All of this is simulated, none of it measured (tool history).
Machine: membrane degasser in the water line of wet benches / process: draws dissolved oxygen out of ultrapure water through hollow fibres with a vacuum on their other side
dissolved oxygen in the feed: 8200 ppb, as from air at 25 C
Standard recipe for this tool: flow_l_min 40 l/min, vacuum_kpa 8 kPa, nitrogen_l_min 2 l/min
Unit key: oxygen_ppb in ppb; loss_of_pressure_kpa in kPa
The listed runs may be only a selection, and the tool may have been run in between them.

run,day,flow_l_min,vacuum_kpa,nitrogen_l_min,oxygen_ppb,loss_of_pressure_kpa
1,0,40,8,2,235.9,53.51
2,1.396,40,8,2,237.1,53.51
3,3.1,29,8,2,173.1,38.34
4,4.308,49,8,2,281.2,65.64
5,6.942,49,8,2,289.7,64.74
6,8.704,40,8,1.26,332.2,53.07
7,11.15,40,8,3.9,140.7,53.3
8,12.804,40,8,3.9,141.6,52.87
9,15.15,40,8,0.81,456.9,52.68
10,16.871,40,8,0.81,458.7,52.81
11,19.329,40,8,0.81,452.3,52.51
12,21.258,40,8.09,2,239.1,52.81
13,22.633,40,8.09,2,241.1,52.47
14,24.125,40,6.34,2,161.2,52.95
15,26.412,40,6.34,2,165.1,52.46
16,28.254,40,6.34,2,162.3,52.83
17,29.754,40,6.34,4.9,87.8,52.95
18,31.45,29,17.85,1.82,524.4,37.97
19,32.688,31,8,1.57,220.5,40.73
20,34.129,31,8,1.57,223.5,40.55
21,36.125,50,8,4.19,173.9,65.09
22,38.462,50,8.87,4.19,193.6,65.39
23,39.662,31,12.16,4.14,171.7,40.28
24,41.462,31,10.12,4.14,140.6,40.4
25,43.479,40,6.99,3.02,139.8,52.28
26,44.95,28,12.74,2.51,251.4,36.81
# day 45.654: gauge calibrated
27,46.417,28,12.74,0.93,589.7,37.39
28,48.075,28,4.82,0.93,115.8,37.2
29,50.258,28,4.82,0.93,115.8,37.2
30,52.375,49,10,3.75,241,65.27
31,54.133,63,8.88,2,427,84.22
32,56.608,28,8.88,0.88,376.8,37.46

Branching from run 32: 3 alternative next runs. What would each branch give?
A,58.925,39,8,2,?,?
B,58.925,35,8.88,3.59,?,?
C,58.925,40,18.67,3.69,?,?

run,oxygen_ppb,loss_of_pressure_kpa
A,233,51.74
B,153.5,46.28
C,396.3,53.21
What these runs would have given with no unlogged condition in the tool:
run,oxygen_ppb,loss_of_pressure_kpa
A,232.8,52.12
B,153.4,46.61
C,396.2,53.6

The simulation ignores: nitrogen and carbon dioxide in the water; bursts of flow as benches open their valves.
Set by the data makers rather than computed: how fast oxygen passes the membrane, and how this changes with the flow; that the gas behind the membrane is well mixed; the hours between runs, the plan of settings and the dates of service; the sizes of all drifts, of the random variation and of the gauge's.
